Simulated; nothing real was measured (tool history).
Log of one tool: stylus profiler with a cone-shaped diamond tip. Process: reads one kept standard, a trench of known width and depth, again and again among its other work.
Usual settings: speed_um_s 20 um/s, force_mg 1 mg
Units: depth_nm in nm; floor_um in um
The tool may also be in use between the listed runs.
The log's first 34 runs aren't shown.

| run | hour | speed_um_s | force_mg | scans with this tip | hours of work since the height scale was calibrated | depth_nm | floor_um |
|---|---|---|---|---|---|---|---|
| 35 | 530 | 10 | 2.21 | 780 | 97 | 202.74 | 27.02 |
| 36 | 541.7 | 10 | 2.21 | 833 | 104 | 202.82 | 27.07 |
| 37 | 558.3 | 13 | 2.3 | 908 | 113 | 203.04 | 26.98 |
| 38 | 567.8 | 71 | 0.75 | 950 | 118 | 201.38 | 26.65 |
| 39 | 586.8 | 71 | 0.75 | 1036 | 129 | 201.23 | 26.63 |
| 40 | 597.6 | 14 | 1.92 | 1085 | 135 | 202.54 | 27 |
| 41 | 615.7 | 7 | 1.36 | 1166 | 145 | 202.05 | 26.94 |
| 42 | 628.6 | 10 | 0.56 | 1224 | 152 | 201.03 | 26.88 |
| 43 | 648.3 | 14 | 1.15 | 1313 | 163 | 201.63 | 26.89 |
| 44 | 659 | 14 | 1.15 | 1361 | 169 | 201.85 | 26.95 |
| 45 | 679.7 | 28 | 2.4 | 1454 | 181 | 202.94 | 26.82 |

Forecast each of these 5 alternatives for the next run:
| A | 690.8 | 28 | 1.23 | 1504 | 187 | ? | ? |
| B | 690.8 | 7 | 1.2 | 1504 | 187 | ? | ? |
| C | 690.8 | 18 | 1.28 | 1504 | 187 | ? | ? |
| D | 690.8 | 28 | 2.06 | 1504 | 187 | ? | ? |
| E | 690.8 | 27 | 2.4 | 1504 | 187 | ? | ? |

| run | depth_nm | floor_um |
|---|---|---|
| A | 201.72 | 26.78 |
| B | 201.83 | 26.92 |
| C | 201.82 | 26.87 |
| D | 202.58 | 26.83 |
| E | 203.08 | 26.85 |
Without the tool's hidden state the same runs would have given:
| run | depth_nm | floor_um |
|---|---|---|
| A | 201.89 | 27.04 |
| B | 201.99 | 27.17 |
| C | 201.99 | 27.13 |
| D | 202.75 | 27.09 |
| E | 203.24 | 27.11 |

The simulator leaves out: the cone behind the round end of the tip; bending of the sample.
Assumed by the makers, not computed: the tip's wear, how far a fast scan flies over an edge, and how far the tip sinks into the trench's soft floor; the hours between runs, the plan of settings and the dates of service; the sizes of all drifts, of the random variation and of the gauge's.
